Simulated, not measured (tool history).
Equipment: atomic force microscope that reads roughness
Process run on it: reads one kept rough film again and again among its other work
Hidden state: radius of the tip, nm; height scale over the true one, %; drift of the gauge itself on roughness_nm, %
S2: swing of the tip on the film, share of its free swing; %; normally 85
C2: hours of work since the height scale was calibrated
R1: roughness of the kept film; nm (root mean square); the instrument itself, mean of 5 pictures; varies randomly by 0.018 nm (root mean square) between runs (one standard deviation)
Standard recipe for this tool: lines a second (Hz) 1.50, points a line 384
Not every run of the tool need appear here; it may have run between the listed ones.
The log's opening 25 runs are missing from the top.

Run 26, hour 382.9: usual settings but lines a second (Hz) 1.09, S2 61 %, points a line 798; pictures with this tip 82; C2 287. Result: R1 5.117 nm (root mean square).
At hour 391.6: new tip fitted.
Run 27, hour 400.7: usual settings but lines a second (Hz) 0.75, points a line 774; pictures with this tip 13; C2 298. Result: R1 4.861 nm (root mean square).
Run 28, hour 421.6: usual settings but S2 68 %, points a line 739; pictures with this tip 44; C2 311. Result: R1 4.961 nm (root mean square).
Run 29, hour 440.1: usual settings but S2 68 %; pictures with this tip 71; C2 323. Result: R1 4.910 nm (root mean square).
Run 30, hour 452.2: usual settings but points a line 273; pictures with this tip 89; C2 331. Result: R1 4.452 nm (root mean square).
At hour 457.3: new tip fitted.
Run 31, hour 472.5: usual settings but S2 69 %, points a line 265; pictures with this tip 23; C2 343. Result: R1 4.916 nm (root mean square).
Run 32, hour 492.9: usual settings but S2 69 %, points a line 265; pictures with this tip 52; C2 356. Result: R1 4.881 nm (root mean square).
Run 33, hour 502.6: usual settings but lines a second (Hz) 1.25, S2 89 %, points a line 415; pictures with this tip 67; C2 362. Result: R1 4.492 nm (root mean square).
At hour 521.8: new tip fitted.
Run 34, hour 523.1: usual settings but lines a second (Hz) 0.92, points a line 307; pictures with this tip 2; C2 375. Result: R1 4.784 nm (root mean square).
Run 35, hour 543.0: usual settings but lines a second (Hz) 0.92, points a line 307; pictures with this tip 31; C2 388. Result: R1 4.721 nm (root mean square).
Run 36, hour 563.7: usual settings but points a line 350; pictures with this tip 61; C2 401. Result: R1 4.478 nm (root mean square).
Run 37, hour 577.1: usual settings but lines a second (Hz) 3.03, S2 72 %; pictures with this tip 81; C2 409. Result: R1 4.462 nm (root mean square).
At hour 588.1: new tip fitted.
Run 38, hour 596.9: usual settings but lines a second (Hz) 3.03, S2 72 %; pictures with this tip 13; C2 421. Result: R1 4.442 nm (root mean square).
Run 39, hour 607.8: usual settings but lines a second (Hz) 3.03, S2 72 %; pictures with this tip 29; C2 428. Result: R1 4.469 nm (root mean square).
Run 40, hour 624.1: usual settings but lines a second (Hz) 3.03, S2 72 %; pictures with this tip 53; C2 439. Result: R1 4.500 nm (root mean square).
Run 41, hour 635.4: usual settings but S2 55 %, points a line 834; pictures with this tip 70; C2 446. Result: R1 5.174 nm (root mean square).
Run 42, hour 647.0: usual settings but lines a second (Hz) 0.86, points a line 771; pictures with this tip 87; C2 453. Result: R1 4.821 nm (root mean square).
At hour 653.4: new tip fitted.
Run 43, hour 659.8: usual settings but lines a second (Hz) 0.66, S2 81 %, points a line 326; pictures with this tip 10; C2 461. Result: R1 4.959 nm (root mean square).
Run 44, hour 679.3: usual settings but lines a second (Hz) 0.63, S2 65 %, points a line 326; pictures with this tip 38; C2 473. Result: R1 5.135 nm (root mean square).

3 options for the next run, each taken on its own from the tool as it stands now. Forecast them:
Run A, hour 697.7: usual settings but S2 78 %; pictures with this tip 65; C2 485. Result: R1 ?.
Run B, hour 697.7: usual settings but S2 88 %, points a line 841; pictures with this tip 65; C2 485. Result: R1 ?.
Run C, hour 697.7: usual settings but S2 59 %; pictures with this tip 65; C2 485. Result: R1 ?.

run     R1
  A  4.703
  B  4.440
  C  5.069
With no hidden state in the tool, these same runs would have given:
run     R1
  A  4.717
  B  4.453
  C  5.083

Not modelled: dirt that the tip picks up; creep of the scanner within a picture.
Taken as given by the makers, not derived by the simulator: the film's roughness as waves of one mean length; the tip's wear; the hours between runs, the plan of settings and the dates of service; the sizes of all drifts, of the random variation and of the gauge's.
